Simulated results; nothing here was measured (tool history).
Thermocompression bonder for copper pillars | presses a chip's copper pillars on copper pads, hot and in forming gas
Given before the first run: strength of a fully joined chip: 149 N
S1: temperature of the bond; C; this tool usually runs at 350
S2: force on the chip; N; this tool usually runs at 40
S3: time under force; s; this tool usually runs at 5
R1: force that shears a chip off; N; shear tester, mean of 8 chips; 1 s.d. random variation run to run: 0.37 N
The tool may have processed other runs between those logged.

run	hour	S1	S2	S3	R1
1	0.0	350	40	5	81.6
# hour 10.2: forming gas filter changed
2	36.2	350	40	5	87.1
3	61.1	350	40	5	86.2
4	88.0	370	40	5	95.8
5	112.5	370	40	5	96.2
6	150.0	370	40	5	96.4
7	183.1	350	55	5	102.1
8	207.5	350	40	5	84.5
9	238.3	350	40	5	84.5
10	277.2	350	48	5	94.6
11	301.2	350	40	10	102.3
# hour 306.3: heater calibrated with a thermocouple chip
12	320.5	331	40	5	74.4
# hour 346.5: forming gas filter changed
13	357.9	353	55	7	116.4
14	375.3	346	44	10	111.1
15	410.8	350	31	5	73.5
16	428.7	350	31	5	74.1
# hour 440.7: heater calibrated with a thermocouple chip, once more
17	449.3	328	31	4	55.0
18	467.8	372	31	4	76.6
19	488.6	376	31	4	79.0

5 options for the next run, each taken on its own from the tool as it stands now. Forecast them:
A	514.8	355	31	11	?
B	514.8	376	31	8	?
C	514.8	376	55	4	?
D	514.8	355	31	8	?
E	514.8	350	40	6	?

run	R1
A	94.0
B	95.4
C	109.4
D	85.5
E	88.9
Had the tool no hidden state, the same runs would have come out as:
run	R1
A	93.8
B	95.3
C	109.8
D	85.1
E	88.6

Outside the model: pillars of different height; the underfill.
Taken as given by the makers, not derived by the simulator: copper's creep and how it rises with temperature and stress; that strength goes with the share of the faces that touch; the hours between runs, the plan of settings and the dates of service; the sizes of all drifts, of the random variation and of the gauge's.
